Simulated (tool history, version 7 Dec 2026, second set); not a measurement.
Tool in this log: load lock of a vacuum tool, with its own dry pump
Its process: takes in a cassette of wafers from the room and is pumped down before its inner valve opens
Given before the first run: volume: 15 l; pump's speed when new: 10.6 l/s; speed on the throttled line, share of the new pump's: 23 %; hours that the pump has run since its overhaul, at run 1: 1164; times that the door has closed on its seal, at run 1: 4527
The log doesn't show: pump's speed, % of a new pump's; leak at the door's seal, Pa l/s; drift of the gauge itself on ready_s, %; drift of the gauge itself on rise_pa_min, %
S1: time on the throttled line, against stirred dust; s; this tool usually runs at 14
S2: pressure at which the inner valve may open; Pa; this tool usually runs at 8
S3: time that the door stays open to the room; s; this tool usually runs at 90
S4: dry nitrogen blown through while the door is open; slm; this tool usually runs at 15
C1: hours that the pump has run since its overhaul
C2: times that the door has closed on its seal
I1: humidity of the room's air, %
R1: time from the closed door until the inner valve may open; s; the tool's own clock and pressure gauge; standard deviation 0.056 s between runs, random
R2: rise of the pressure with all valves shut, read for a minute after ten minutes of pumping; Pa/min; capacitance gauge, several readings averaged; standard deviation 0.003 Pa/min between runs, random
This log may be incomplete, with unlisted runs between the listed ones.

Run 1, hour 0: usual settings; C1 1164; C2 4527; I1 46.8. Result: R1 24.32 s, R2 0.049 Pa/min.
Run 2, hour 433.2: usual settings; C1 1597; C2 5530; I1 44.1. Result: R1 24.2 s, R2 0.054 Pa/min.
Run 3, hour 813.4: usual settings but S2 14 Pa; C1 1977; C2 6410; I1 42.6. Result: R1 23.5 s, R2 0.047 Pa/min.
Run 4, hour 1248.8: usual settings but S2 10 Pa; C1 2413; C2 7417; I1 45.4. Result: R1 24.02 s, R2 0.05 Pa/min.
Run 5, hour 1843.6: usual settings; C1 3008; C2 8794; I1 45.6. Result: R1 24.53 s, R2 0.064 Pa/min.
Run 6, hour 2505.9: usual settings; C1 3670; C2 10326; I1 49.7. Result: R1 24.53 s, R2 0.072 Pa/min.
Run 7, hour 2926.5: usual settings; C1 4091; C2 11299; I1 45.7. Result: R1 24.71 s, R2 0.072 Pa/min.
Run 8, hour 3294.8: usual settings; C1 4459; C2 12152; I1 46.3. Result: R1 24.66 s, R2 0.077 Pa/min.
Run 9, hour 3597.6: usual settings; C1 4762; C2 12852; I1 41.3. Result: R1 24.76 s, R2 0.075 Pa/min.
Run 10, hour 4192.2: usual settings; C1 5356; C2 14228; I1 47.4. Result: R1 24.84 s, R2 0.088 Pa/min.
Run 11, hour 4744.2: usual settings; C1 5908; C2 15505; I1 44.9. Result: R1 24.89 s, R2 0.094 Pa/min.
Run 12, hour 5411.6: usual settings but S3 65 s; C1 6576; C2 17050; I1 44.6. Result: R1 24.88 s, R2 0.089 Pa/min.
Run 13, hour 6091.4: usual settings but S3 65 s; C1 7255; C2 18623; I1 44.5. Result: R1 25.01 s, R2 0.098 Pa/min.
Run 14, hour 6594.7: usual settings but S3 65 s; C1 7759; C2 19788; I1 43.1. Result: R1 25.11 s, R2 0.102 Pa/min.
Run 15, hour 6947.6: usual settings but S3 65 s; C1 8112; C2 20604; I1 43.4. Result: R1 25.15 s, R2 0.112 Pa/min.
Run 16, hour 7471.9: usual settings but S3 65 s; C1 8636; C2 21817; I1 42.3. Result: R1 25.28 s, R2 0.118 Pa/min.
Run 17, hour 8058.2: usual settings but S2 14 Pa; C1 9222; C2 23174; I1 46.7. Result: R1 24.45 s, R2 0.133 Pa/min.
Run 18, hour 8767.3: usual settings but S2 14 Pa, S4 4 slm; C1 9931; C2 24815; I1 44. Result: R1 24.49 s, R2 0.159 Pa/min.
At hour 9046.7: dry pump taken out, an overhauled one fitted.
Run 19, hour 9101.3: usual settings but S2 14 Pa, S4 4 slm; C1 55; C2 25574; I1 42. Result: R1 23.55 s, R2 0.163 Pa/min.
Run 20, hour 9416.8: usual settings but S2 14 Pa, S4 4 slm; C1 370; C2 26304; I1 40.8. Result: R1 23.64 s, R2 0.164 Pa/min.
Run 21, hour 9787: usual settings but S1 12 s, S2 9 Pa; C1 740; C2 27161; I1 42.9. Result: R1 22.71 s, R2 0.156 Pa/min.
Run 22, hour 10275.9: usual settings but S1 12 s, S2 9 Pa, S4 23 slm; C1 1229; C2 28292; I1 43.4. Result: R1 22.82 s, R2 0.153 Pa/min.
Run 23, hour 10679.3: usual settings but S1 10 s, S2 9 Pa, S4 23 slm; C1 1633; C2 29225; I1 44.1. Result: R1 21.24 s, R2 0.166 Pa/min.
Run 24, hour 11164.4: usual settings but S1 10 s, S2 14 Pa, S3 170 s, S4 7 slm; C1 2118; C2 30348; I1 47.6. Result: R1 20.72 s, R2 0.207 Pa/min.
Run 25, hour 11534.5: usual settings but S1 10 s, S2 14 Pa, S3 170 s, S4 7 slm; C1 2488; C2 31204; I1 46.8. Result: R1 20.87 s, R2 0.206 Pa/min.
Run 26, hour 12077.2: usual settings but S1 11 s, S2 14 Pa, S3 54 s, S4 5 slm; C1 3031; C2 32460; I1 44.4. Result: R1 21.6 s, R2 0.191 Pa/min.
Run 27, hour 12564: usual settings but S1 11 s, S2 14 Pa, S3 54 s, S4 5 slm; C1 3517; C2 33587; I1 43.4. Result: R1 21.69 s, R2 0.203 Pa/min.
Run 28, hour 13217.6: usual settings but S1 11 s, S2 14 Pa, S3 142 s, S4 10 slm; C1 4171; C2 35099; I1 48. Result: R1 21.77 s, R2 0.227 Pa/min.
Run 29, hour 13901.2: usual settings but S1 11 s, S2 9 Pa, S3 142 s, S4 19 slm; C1 4855; C2 36681; I1 48.2. Result: R1 22.45 s, R2 0.229 Pa/min.
Run 30, hour 14469.2: usual settings but S1 26 s, S2 13 Pa, S3 26 s, S4 28 slm; C1 5422; C2 37995; I1 48.7. Result: R1 33.32 s, R2 0.219 Pa/min.
Run 31, hour 14773.6: usual settings but S1 26 s, S2 13 Pa, S3 26 s, S4 28 slm; C1 5727; C2 38700; I1 44.8. Result: R1 33.25 s, R2 0.226 Pa/min.
Run 32, hour 15311.1: usual settings but S2 14 Pa, S4 5 slm; C1 6264; C2 39943; I1 49.7. Result: R1 24.34 s, R2 0.28 Pa/min.
Run 33, hour 15765.4: usual settings but S1 10 s, S2 14 Pa, S4 5 slm; C1 6719; C2 40995; I1 44.8. Result: R1 21.25 s, R2 0.278 Pa/min.
Run 34, hour 16459: usual settings but S1 10 s, S2 16 Pa, S4 6 slm; C1 7412; C2 42599; I1 48.7. Result: R1 21.17 s, R2 0.29 Pa/min.
Run 35, hour 16831.1: usual settings but S1 8 s, S3 107 s, S4 11 slm; C1 7784; C2 43461; I1 47.9. Result: R1 20.92 s, R2 0.295 Pa/min.
Run 36, hour 17472.4: usual settings but S1 8 s, S3 107 s, S4 11 slm; C1 8426; C2 44945; I1 45.4. Result: R1 21.03 s, R2 0.312 Pa/min.
Run 37, hour 18126.6: usual settings but S1 10 s, S2 14 Pa, S3 189 s, S4 38 slm; C1 9080; C2 46458; I1 45.2. Result: R1 21.73 s, R2 0.303 Pa/min.

What if the next run were any one of these 4? Each begins from the tool's condition after run 37:
Run A, hour 18735.1: usual settings but S1 13 s, S3 39 s; C1 9688; C2 47867; I1 46.1. Result: R1 ?, R2 ?.
Run B, hour 18735.1: usual settings but S2 7 Pa; C1 9688; C2 47867; I1 47.5. Result: R1 ?, R2 ?.
Run C, hour 18735.1: usual settings but S1 9 s, S4 33 slm; C1 9688; C2 47867; I1 44.2. Result: R1 ?, R2 ?.
Run D, hour 18735.1: usual settings but S1 7 s, S2 14 Pa, S3 228 s, S4 12 slm; C1 9688; C2 47867; I1 45.7. Result: R1 ?, R2 ?.

run     R1     R2
  A  24.96  0.307
  B  25.86  0.332
  C  21.88  0.308
  D  19.57  0.347
Stripped of hidden state, with their random variation kept, the same runs would have yielded:
run     R1     R2
  A  23.57  0.022
  B  24.48  0.042
  C  20.41  0.019
  D  18.12  0.056
